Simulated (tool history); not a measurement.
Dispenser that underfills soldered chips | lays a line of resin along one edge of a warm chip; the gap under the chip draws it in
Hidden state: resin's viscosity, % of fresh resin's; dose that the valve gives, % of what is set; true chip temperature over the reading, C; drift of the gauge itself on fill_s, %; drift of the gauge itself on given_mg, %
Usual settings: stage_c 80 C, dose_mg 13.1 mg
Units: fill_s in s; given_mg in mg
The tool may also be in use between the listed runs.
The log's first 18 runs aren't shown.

| run | hour | stage_c | dose_mg | hours of work since the syringe was changed | hours of work since the valve was cleaned | hours of work since the stage was calibrated | fill_s | given_mg |
|---|---|---|---|---|---|---|---|---|
| 19 | 115.8 | 67 | 13.1 | 6 | 26 | 303 | 129.3 | 12.81 |
| 20 | 121.3 | 67 | 13.1 | 10 | 30 | 306 | 176 | 12.79 |
|  | 125 | new syringe of resin |
| 21 | 130.6 | 91 | 11.3 | 4 | 36 | 312 | 54.1 | 11 |
| 22 | 137.2 | 71 | 12.1 | 8 | 40 | 317 | 138.1 | 11.75 |
|  | 143 | new syringe of resin |
| 23 | 145.9 | 82 | 12.1 | 2 | 46 | 322 | 61.4 | 11.69 |
| 24 | 151 | 82 | 12.1 | 5 | 49 | 326 | 82.3 | 11.6 |
|  | 156.9 | dispensing valve cleaned and set on the balance |
| 25 | 159.5 | 92 | 11.7 | 10 | 2 | 331 | 94 | 11.71 |
|  | 162.3 | new syringe of resin |
| 26 | 167.2 | 87 | 14.8 | 3 | 7 | 336 | 56.6 | 14.74 |
| 27 | 171 | 87 | 14.8 | 6 | 9 | 338 | 68.9 | 14.65 |
| 28 | 175 | 90 | 13.1 | 8 | 12 | 341 | 80.8 | 12.98 |
| 29 | 178.7 | 90 | 14.6 | 11 | 14 | 343 | 97.6 | 14.43 |
|  | 180.5 | new syringe of resin |
| 30 | 182.9 | 90 | 14.6 | 2 | 17 | 346 | 46.2 | 14.42 |
| 31 | 187.7 | 75 | 13.1 | 5 | 20 | 349 | 97.7 | 12.9 |
| 32 | 194.2 | 77 | 13.1 | 9 | 25 | 354 | 129.2 | 12.8 |
|  | 198.6 | new syringe of resin |
| 33 | 198.8 | 89 | 15.6 | 0 | 27 | 356 | 41.5 | 15.23 |
| 34 | 207.7 | 89 | 11.6 | 6 | 33 | 362 | 70.3 | 11.29 |
| 35 | 214.2 | 89 | 11.6 | 10 | 38 | 367 | 102.1 | 11.24 |
|  | 217.2 | new syringe of resin |
| 36 | 220.7 | 71 | 13 | 2 | 42 | 371 | 85.7 | 12.56 |
| 37 | 226.6 | 90 | 13.7 | 6 | 46 | 375 | 68.1 | 13.14 |

Forecast each of these 3 alternatives for the next run:
| A | 232.8 | 90 | 16.8 | 10 | 50 | 379 | ? | ? |
| B | 232.8 | 80 | 16.8 | 10 | 50 | 379 | ? | ? |
| C | 232.8 | 73 | 11.2 | 10 | 50 | 379 | ? | ? |

| run | fill_s | given_mg |
|---|---|---|
| A | 93.3 | 16.05 |
| B | 124.2 | 16.03 |
| C | 161.2 | 10.69 |
Without the tool's hidden state the same runs would have given:
| run | fill_s | given_mg |
|---|---|---|
| A | 37.8 | 16.75 |
| B | 50.5 | 16.73 |
| C | 64.6 | 11.16 |

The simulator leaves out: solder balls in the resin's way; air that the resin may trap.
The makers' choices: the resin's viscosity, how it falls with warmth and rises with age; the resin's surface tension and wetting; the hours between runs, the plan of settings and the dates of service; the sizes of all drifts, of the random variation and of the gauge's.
